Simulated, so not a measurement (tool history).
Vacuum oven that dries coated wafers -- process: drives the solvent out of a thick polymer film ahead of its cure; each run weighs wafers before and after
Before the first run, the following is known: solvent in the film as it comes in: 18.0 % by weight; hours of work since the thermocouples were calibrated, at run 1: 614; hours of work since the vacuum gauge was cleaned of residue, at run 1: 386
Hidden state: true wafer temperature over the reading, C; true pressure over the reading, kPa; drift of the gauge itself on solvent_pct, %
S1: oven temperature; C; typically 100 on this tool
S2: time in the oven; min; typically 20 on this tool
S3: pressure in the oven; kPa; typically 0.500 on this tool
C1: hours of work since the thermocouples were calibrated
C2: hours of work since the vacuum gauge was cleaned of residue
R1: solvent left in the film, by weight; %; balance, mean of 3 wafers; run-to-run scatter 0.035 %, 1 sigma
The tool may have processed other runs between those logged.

run,day,S1,S2,S3,C1,C2,R1
1,0.000,100,20,0.500,614,386,1.45
2,0.612,100,20,0.500,625,397,1.45
3,1.379,100,20,0.500,638,411,1.45
4,1.896,100,20,0.500,648,420,1.48
5,2.338,100,20,0.500,656,428,1.46
6,3.362,100,20,0.500,674,446,1.44
7,3.883,100,20,0.500,683,456,1.44
8,4.738,100,20,0.500,698,471,1.44
# day 4.871: vacuum gauge cleaned of residue and calibrated
9,5.325,100,20,0.500,708,8,1.54
10,6.379,100,20,0.500,726,27,1.47
11,6.842,92,20,0.500,735,35,3.08
12,7.575,92,20,0.500,748,48,3.14
# day 7.725: vacuum gauge cleaned of residue and calibrated, once more
13,8.479,100,20,0.769,763,13,1.57
14,9.258,100,17,0.500,777,27,1.83
15,10.142,100,13,0.332,792,43,2.73
16,10.717,113,14,0.500,803,53,0.64
17,11.488,90,23,0.997,816,67,3.48
18,12.233,90,23,0.997,830,80,3.46
19,13.192,90,23,0.997,847,98,3.46
20,13.812,93,25,0.803,858,109,2.20
21,14.646,97,21,1.492,873,123,2.59
22,15.575,100,20,0.440,889,140,1.27
23,16.579,100,12,0.923,907,158,3.48
24,17.496,100,12,0.923,924,174,3.54

Run 25 comes next. What will it give?
25,18.362,108,20,0.800,939,190,?

R1: 0.81 %
Minus the tool's unlogged condition, the same run would have read R1 0.89 %.
